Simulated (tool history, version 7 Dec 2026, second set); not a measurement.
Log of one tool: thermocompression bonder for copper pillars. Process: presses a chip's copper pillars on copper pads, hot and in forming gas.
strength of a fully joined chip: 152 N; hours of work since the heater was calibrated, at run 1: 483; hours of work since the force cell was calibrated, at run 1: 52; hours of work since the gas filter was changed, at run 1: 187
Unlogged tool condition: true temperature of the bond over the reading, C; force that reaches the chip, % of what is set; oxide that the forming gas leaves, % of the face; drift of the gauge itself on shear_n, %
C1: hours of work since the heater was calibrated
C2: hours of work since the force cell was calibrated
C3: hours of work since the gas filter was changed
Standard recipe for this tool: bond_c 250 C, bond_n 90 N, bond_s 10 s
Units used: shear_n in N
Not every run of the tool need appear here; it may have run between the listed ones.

Run 1, hour 0.0: usual settings; C1 483; C2 52; C3 187. Result: shear_n 96.7 N.
Run 2, hour 5.2: usual settings; C1 486; C2 54; C3 190. Result: shear_n 95.4 N.
Run 3, hour 14.1: usual settings but bond_n 131 N; C1 489; C2 58; C3 193. Result: shear_n 125.4 N.
Run 4, hour 24.8: usual settings but bond_n 131 N; C1 494; C2 62; C3 198. Result: shear_n 120.1 N.
Run 5, hour 33.7: usual settings but bond_n 131 N; C1 498; C2 66; C3 202. Result: shear_n 122.9 N.
Run 6, hour 43.4: usual settings but bond_n 131 N; C1 502; C2 70; C3 206. Result: shear_n 120.8 N.
Run 7, hour 53.0: usual settings; C1 506; C2 74; C3 210. Result: shear_n 98.5 N.
Run 8, hour 60.1: usual settings but bond_s 11 s; C1 509; C2 77; C3 213. Result: shear_n 98.0 N.
Run 9, hour 66.9: usual settings but bond_s 11 s; C1 512; C2 80; C3 216. Result: shear_n 98.3 N.
Run 10, hour 71.7: usual settings but bond_s 11 s; C1 514; C2 82; C3 218. Result: shear_n 98.2 N.
Run 11, hour 80.0: usual settings but bond_n 66 N, bond_s 9 s; C1 517; C2 86; C3 221. Result: shear_n 71.3 N.
Run 12, hour 84.4: usual settings but bond_n 66 N, bond_s 9 s; C1 519; C2 88; C3 223. Result: shear_n 71.9 N.
Run 13, hour 94.7: usual settings but bond_c 222 C, bond_n 66 N, bond_s 9 s; C1 523; C2 92; C3 228. Result: shear_n 44.1 N.
Run 14, hour 105.3: usual settings but bond_s 27 s; C1 528; C2 96; C3 232. Result: shear_n 121.3 N.
Run 15, hour 115.1: usual settings but bond_n 133 N, bond_s 25 s; C1 532; C2 100; C3 236. Result: shear_n 138.2 N.

Alternative continuations, all from the tool just after run 15; predict every row:
Run A, hour 125.6: usual settings but bond_c 258 C, bond_s 11 s; C1 537; C2 105; C3 241. Result: shear_n ?.
Run B, hour 125.6: usual settings but bond_n 120 N; C1 537; C2 105; C3 241. Result: shear_n ?.
Run C, hour 125.6: usual settings but bond_c 221 C; C1 537; C2 105; C3 241. Result: shear_n ?.
Run D, hour 125.6: usual settings but bond_n 133 N, bond_s 5 s; C1 537; C2 105; C3 241. Result: shear_n ?.

run  shear_n
  A    106.0
  B    117.8
  C     62.2
  D    103.5
With no hidden state in the tool, these same runs would have given:
run  shear_n
  A    111.4
  B    123.5
  C     65.9
  D    108.8
